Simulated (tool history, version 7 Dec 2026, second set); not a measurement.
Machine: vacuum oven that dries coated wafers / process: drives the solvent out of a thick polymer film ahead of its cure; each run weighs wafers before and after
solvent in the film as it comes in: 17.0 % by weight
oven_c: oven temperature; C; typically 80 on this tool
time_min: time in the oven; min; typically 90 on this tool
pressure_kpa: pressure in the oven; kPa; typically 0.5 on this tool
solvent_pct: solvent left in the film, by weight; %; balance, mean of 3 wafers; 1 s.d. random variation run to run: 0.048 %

run   hour  oven_c  time_min  pressure_kpa  solvent_pct
  1      0      80        90           0.5         1.74
  2    9.6      80        90           0.5         1.73
  3   23.5      80        90           0.5         1.69
  4   32.7      80        90         0.461          1.8
  5   39.7      83        90           0.5         1.13
  6   47.9      80        90           0.5         1.72
  7   55.9      80        90           0.5         1.78
  8   67.8      80        58           0.5         3.36
  9     80      80        58           0.5         3.41
 10   91.7      90        90           0.5         0.55
      94.8  -- oven's thermocouples calibrated
 11  104.2      80        90         0.809         1.66
 12  111.3      80        90         0.628         1.59
 13  121.3      80        90         0.628         1.65
 14  131.7      80        90         0.628         1.57
 15  140.4      80        90         0.628         1.68
 16  153.8      80        90         0.282          1.3
 17  162.4      80        90         0.282         1.21
 18  176.1      80        90         0.282         1.26
 19  185.4      80        98         0.282          1.1
 20  198.8      80        98         0.282         1.18
 21  207.2      80        98         0.282          1.1
 22  220.8      80        98         0.282         1.13
 23  232.6      80        98         0.282         1.11
 24  238.9      80        98         0.282         1.15
 25  245.6      78       137         0.666         1.16
 26  254.6      75        90           0.5         2.53
 27    266      94        77         0.602         0.43
 28  276.9      72        46         0.602          6.5
 29  290.8      67        90           0.5         4.64
 30  303.8      67        90           0.5         4.67
 31  311.3      67        90           0.5         4.71
 32  317.9      84        90           0.5         0.93
 33    324      84        90           0.5         0.96
 34  337.6      84        90           0.5         0.99
 35  348.4      84       110         0.537         0.72
 36  357.7      81        93         0.378         1.24
 37  369.4      81       101         0.296         0.93
 38  380.7      81        68         0.296          1.9
 39  389.2      80        90         1.254            2
 40  399.2      80        90         0.678         1.68
 41  412.4      89        53         0.703         1.61
 42  418.5      92        53         0.703         1.21
 43  430.2      92        53         0.703          1.2
 44  444.2      82        53         1.537         3.63
 45  450.4      75        78         1.803         4.38
 46  456.1      68        90           0.5         4.35

Predict each of these 4 candidate next runs independently; none follows another, all start after run 46:
  A  461.8      82        90           1.3            ?
  B  461.8      73       103         0.695            ?
  C  461.8      80        90           0.8            ?
  D  461.8      80        63         1.317            ?

run  solvent_pct
  A         1.97
  B         2.69
  C         1.79
  D         3.36
Stripped of hidden state, with their random variation kept, the same runs would have yielded:
run  solvent_pct
  A         1.82
  B         2.48
  C         1.63
  D         3.17
